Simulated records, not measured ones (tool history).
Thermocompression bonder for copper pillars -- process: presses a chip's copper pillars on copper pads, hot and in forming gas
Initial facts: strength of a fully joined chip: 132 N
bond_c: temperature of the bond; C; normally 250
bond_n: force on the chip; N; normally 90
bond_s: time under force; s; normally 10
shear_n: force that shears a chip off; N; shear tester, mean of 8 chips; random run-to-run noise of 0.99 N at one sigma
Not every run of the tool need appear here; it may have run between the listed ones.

run	hour	bond_c	bond_n	bond_s	shear_n
1	0	250	90	10	84.5
2	13.6	250	90	5	69.6
3	28.4	250	90	5	68.5
4	51.2	250	90	5	67.4
5	73.8	250	90	5	67
6	90.5	250	90	5	67.3
7	111.3	250	92	10	85.1
8	127.9	277	110	23	120.2
9	152.5	221	95	13	58.7
10	174	235	56	6	36.3
11	190.5	250	94	8	80.1
12	206.4	233	90	9	61.5
13	225.6	250	90	8	75.8
14	250.4	240	67	26	77.5

Here are 5 independent what-if runs from the current tool condition. What would each one return?
A	263.9	234	69	28	?
B	263.9	267	125	10	?
C	263.9	224	90	10	?
D	263.9	266	83	16	?
E	263.9	245	90	10	?

run	shear_n
A	74.1
B	108.4
C	53.7
D	102.6
E	76.4
Without the tool's hidden state the same runs would have given:
run	shear_n
A	79.2
B	115.2
C	57.7
D	109.2
E	81.6

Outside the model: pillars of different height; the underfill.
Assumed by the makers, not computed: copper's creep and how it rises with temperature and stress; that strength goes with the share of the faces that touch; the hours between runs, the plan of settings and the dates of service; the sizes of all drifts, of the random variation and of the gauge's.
